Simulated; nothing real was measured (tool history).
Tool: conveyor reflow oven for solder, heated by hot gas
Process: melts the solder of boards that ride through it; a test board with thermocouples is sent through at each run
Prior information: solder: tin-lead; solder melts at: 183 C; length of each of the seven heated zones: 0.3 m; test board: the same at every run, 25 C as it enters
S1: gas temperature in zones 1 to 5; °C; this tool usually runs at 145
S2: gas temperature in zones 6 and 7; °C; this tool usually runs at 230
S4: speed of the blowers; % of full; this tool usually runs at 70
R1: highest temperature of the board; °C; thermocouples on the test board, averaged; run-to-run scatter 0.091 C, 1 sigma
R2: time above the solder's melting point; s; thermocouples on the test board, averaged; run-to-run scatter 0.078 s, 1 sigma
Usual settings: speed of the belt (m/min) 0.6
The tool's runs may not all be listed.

{"run": 1, "hour": 0.0, "S1": 145, "S2": 230, "speed of the belt (m/min)": 0.6, "S4": 70, "R1": 211.78, "R2": 42.92}
{"run": 2, "hour": 34.3, "S1": 145, "S2": 230, "speed of the belt (m/min)": 0.6, "S4": 70, "R1": 211.56, "R2": 42.83}
{"run": 3, "hour": 50.3, "S1": 145, "S2": 219, "speed of the belt (m/min)": 0.6, "S4": 70, "R1": 202.5, "R2": 35.13}
{"run": 4, "hour": 77.7, "S1": 145, "S2": 230, "speed of the belt (m/min)": 0.6, "S4": 70, "R1": 211.62, "R2": 42.65}
{"run": 5, "hour": 99.2, "S1": 145, "S2": 230, "speed of the belt (m/min)": 0.6, "S4": 70, "R1": 211.46, "R2": 42.62}
{"run": 6, "hour": 129.7, "S1": 145, "S2": 227, "speed of the belt (m/min)": 0.6, "S4": 70, "R1": 209.03, "R2": 40.79}
{"run": 7, "hour": 161.9, "S1": 145, "S2": 242, "speed of the belt (m/min)": 0.6, "S4": 70, "R1": 221.33, "R2": 48.93}
{"run": 8, "hour": 179.1, "S1": 145, "S2": 242, "speed of the belt (m/min)": 0.6, "S4": 70, "R1": 221.26, "R2": 48.91}
{"run": 9, "hour": 205.4, "S1": 145, "S2": 242, "speed of the belt (m/min)": 0.6, "S4": 70, "R1": 221.1, "R2": 48.96}
{"hour": 212.8, "done": "flux residue cleaned out of gas plates and filters"}
{"run": 10, "hour": 237.9, "S1": 145, "S2": 242, "speed of the belt (m/min)": 0.6, "S4": 77, "R1": 222.56, "R2": 49.87}
{"run": 11, "hour": 269.5, "S1": 145, "S2": 242, "speed of the belt (m/min)": 0.6, "S4": 77, "R1": 222.65, "R2": 49.79}
{"run": 12, "hour": 290.7, "S1": 145, "S2": 242, "speed of the belt (m/min)": 0.546, "S4": 59, "R1": 220.35, "R2": 53.24}
{"hour": 303.4, "done": "flux residue cleaned out of gas plates and filters, once more"}
{"run": 13, "hour": 319.9, "S1": 145, "S2": 244, "speed of the belt (m/min)": 0.481, "S4": 70, "R1": 232.31, "R2": 68.28}
{"run": 14, "hour": 334.9, "S1": 145, "S2": 244, "speed of the belt (m/min)": 0.481, "S4": 70, "R1": 232.11, "R2": 68.35}
{"run": 15, "hour": 355.0, "S1": 145, "S2": 230, "speed of the belt (m/min)": 0.495, "S4": 70, "R1": 218.75, "R2": 58.88}
{"run": 16, "hour": 374.9, "S1": 145, "S2": 230, "speed of the belt (m/min)": 0.495, "S4": 70, "R1": 218.71, "R2": 58.98}
{"run": 17, "hour": 390.9, "S1": 145, "S2": 230, "speed of the belt (m/min)": 0.488, "S4": 70, "R1": 218.96, "R2": 60.1}
{"run": 18, "hour": 425.5, "S1": 145, "S2": 230, "speed of the belt (m/min)": 0.488, "S4": 70, "R1": 218.76, "R2": 60.13}
{"run": 19, "hour": 457.1, "S1": 152, "S2": 228, "speed of the belt (m/min)": 0.489, "S4": 70, "R1": 218.04, "R2": 62.17}

Alternative continuations, all from the tool just after run 19; predict every row:
{"run": "A", "hour": 493.9, "S1": 152, "S2": 237, "speed of the belt (m/min)": 0.631, "S4": 70, "R1": "?", "R2": "?"}
{"run": "B", "hour": 493.9, "S1": 145, "S2": 224, "speed of the belt (m/min)": 0.604, "S4": 70, "R1": "?", "R2": "?"}
{"run": "C", "hour": 493.9, "S1": 152, "S2": 228, "speed of the belt (m/min)": 0.627, "S4": 84, "R1": "?", "R2": "?"}
{"run": "D", "hour": 493.9, "S1": 135, "S2": 221, "speed of the belt (m/min)": 0.489, "S4": 65, "R1": "?", "R2": "?"}
{"run": "E", "hour": 493.9, "S1": 152, "S2": 228, "speed of the belt (m/min)": 0.489, "S4": 57, "R1": "?", "R2": "?"}

run=A R1=218.64 R2=47.29
run=B R1=207.71 R2=39.78
run=C R1=214.91 R2=46.16
run=D R1=207.97 R2=47.29
run=E R1=214.76 R2=59.18
With the hidden condition removed and each run's random variation left untouched, the same runs would have given:
run=A R1=218.63 R2=46.98
run=B R1=207.66 R2=39.55
run=C R1=214.89 R2=45.91
run=D R1=207.8 R2=46.91
run=E R1=214.51 R2=58.61

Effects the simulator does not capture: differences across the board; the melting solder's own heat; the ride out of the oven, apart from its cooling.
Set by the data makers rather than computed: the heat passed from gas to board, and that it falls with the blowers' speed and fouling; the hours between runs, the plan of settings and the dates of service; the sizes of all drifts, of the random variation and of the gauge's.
